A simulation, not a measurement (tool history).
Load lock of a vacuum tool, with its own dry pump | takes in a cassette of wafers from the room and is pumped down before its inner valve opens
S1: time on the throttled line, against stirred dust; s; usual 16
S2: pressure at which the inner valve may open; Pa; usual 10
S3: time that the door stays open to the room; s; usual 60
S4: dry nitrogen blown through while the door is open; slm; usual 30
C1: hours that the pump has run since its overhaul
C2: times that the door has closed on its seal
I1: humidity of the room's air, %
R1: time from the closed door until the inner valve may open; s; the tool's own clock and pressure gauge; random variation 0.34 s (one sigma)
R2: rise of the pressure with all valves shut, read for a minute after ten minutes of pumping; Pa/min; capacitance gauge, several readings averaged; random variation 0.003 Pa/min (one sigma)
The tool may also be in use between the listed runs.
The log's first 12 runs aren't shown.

Run 13, hour 1722.7: usual settings but S1 10 s; C1 8918; C2 8532; I1 45.9. Result: R1 22.9 s, R2 0.053 Pa/min.
Run 14, hour 1828.1: usual settings but S1 10 s; C1 9023; C2 9030; I1 50.4. Result: R1 22.3 s, R2 0.060 Pa/min.
Run 15, hour 2037.9: usual settings but S1 10 s; C1 9233; C2 10020; I1 49.5. Result: R1 22.5 s, R2 0.063 Pa/min.
Run 16, hour 2201.1: usual settings; C1 9396; C2 10791; I1 47.2. Result: R1 27.2 s, R2 0.064 Pa/min.
Run 17, hour 2361.0: usual settings but S4 33 slm; C1 9556; C2 11546; I1 46.0. Result: R1 27.1 s, R2 0.070 Pa/min.
Run 18, hour 2528.9: usual settings but S4 33 slm; C1 9724; C2 12339; I1 46.0. Result: R1 27.5 s, R2 0.071 Pa/min.
Run 19, hour 2717.2: usual settings but S1 27 s, S2 15 Pa, S3 26 s, S4 33 slm; C1 9912; C2 13228; I1 44.3. Result: R1 34.4 s, R2 0.073 Pa/min.
Run 20, hour 2863.3: usual settings but S1 11 s, S2 16 Pa, S3 33 s; C1 10058; C2 13919; I1 45.3. Result: R1 23.4 s, R2 0.076 Pa/min.
Run 21, hour 3038.9: usual settings but S1 23 s, S2 13 Pa, S3 38 s, S4 9 slm; C1 10234; C2 14748; I1 45.8. Result: R1 32.2 s, R2 0.095 Pa/min.
Run 22, hour 3229.5: usual settings but S1 23 s, S2 9 Pa, S3 70 s, S4 9 slm; C1 10424; C2 15648; I1 44.7. Result: R1 32.9 s, R2 0.120 Pa/min.
Run 23, hour 3430.6: usual settings but S3 40 s; C1 10625; C2 16597; I1 44.1. Result: R1 28.1 s, R2 0.091 Pa/min.
Run 24, hour 3599.1: usual settings but S3 40 s; C1 10794; C2 17393; I1 44.5. Result: R1 28.0 s, R2 0.093 Pa/min.
Run 25, hour 3691.6: usual settings but S1 19 s, S3 193 s, S4 5 slm; C1 10886; C2 17830; I1 45.7. Result: R1 29.9 s, R2 0.203 Pa/min.
Run 26, hour 3800.1: usual settings but S1 19 s, S2 16 Pa, S3 108 s, S4 5 slm; C1 10995; C2 18343; I1 43.3. Result: R1 29.4 s, R2 0.164 Pa/min.
Run 27, hour 3949.1: usual settings but S4 22 slm; C1 11144; C2 19046; I1 45.5. Result: R1 27.9 s, R2 0.114 Pa/min.
Run 28, hour 4077.0: usual settings but S1 27 s, S3 34 s, S4 29 slm; C1 11272; C2 19650; I1 47.0. Result: R1 36.3 s, R2 0.101 Pa/min.
Run 29, hour 4265.9: usual settings but S3 27 s; C1 11461; C2 20543; I1 44.0. Result: R1 27.9 s, R2 0.111 Pa/min.
Run 30, hour 4472.7: usual settings but S3 27 s; C1 11668; C2 21519; I1 45.8. Result: R1 27.7 s, R2 0.110 Pa/min.
Run 31, hour 4582.2: usual settings but S3 27 s; C1 11777; C2 22036; I1 44.6. Result: R1 27.5 s, R2 0.116 Pa/min.
Run 32, hour 4743.6: usual settings but S3 27 s; C1 11938; C2 22798; I1 45.1. Result: R1 28.0 s, R2 0.127 Pa/min.
Run 33, hour 4930.2: usual settings but S3 91 s, S4 21 slm; C1 12125; C2 23680; I1 41.6. Result: R1 28.1 s, R2 0.146 Pa/min.
Run 34, hour 5072.9: usual settings but S1 14 s, S2 18 Pa; C1 12268; C2 24354; I1 43.5. Result: R1 25.7 s, R2 0.145 Pa/min.
Run 35, hour 5251.0: usual settings but S1 14 s, S2 13 Pa, S4 6 slm; C1 12446; C2 25195; I1 47.1. Result: R1 25.4 s, R2 0.183 Pa/min.
Run 36, hour 5400.5: usual settings but S1 13 s, S2 14 Pa; C1 12595; C2 25901; I1 44.7. Result: R1 25.2 s, R2 0.151 Pa/min.

Forecast each of these 3 alternatives for the next run:
Run A, hour 5546.2: usual settings but S1 13 s, S2 14 Pa, S3 45 s, S4 19 slm; C1 12741; C2 26589; I1 42.7. Result: R1 ?, R2 ?.
Run B, hour 5546.2: usual settings but S1 13 s, S2 12 Pa, S4 18 slm; C1 12741; C2 26589; I1 47.9. Result: R1 ?, R2 ?.
Run C, hour 5546.2: usual settings but S1 14 s, S2 14 Pa, S3 125 s; C1 12741; C2 26589; I1 44.9. Result: R1 ?, R2 ?.

run    R1     R2
  A  25.6  0.161
  B  25.3  0.173
  C  25.4  0.167
Without the tool's hidden state the same runs would have given:
run    R1     R2
  A  24.1  0.029
  B  23.7  0.039
  C  23.9  0.034

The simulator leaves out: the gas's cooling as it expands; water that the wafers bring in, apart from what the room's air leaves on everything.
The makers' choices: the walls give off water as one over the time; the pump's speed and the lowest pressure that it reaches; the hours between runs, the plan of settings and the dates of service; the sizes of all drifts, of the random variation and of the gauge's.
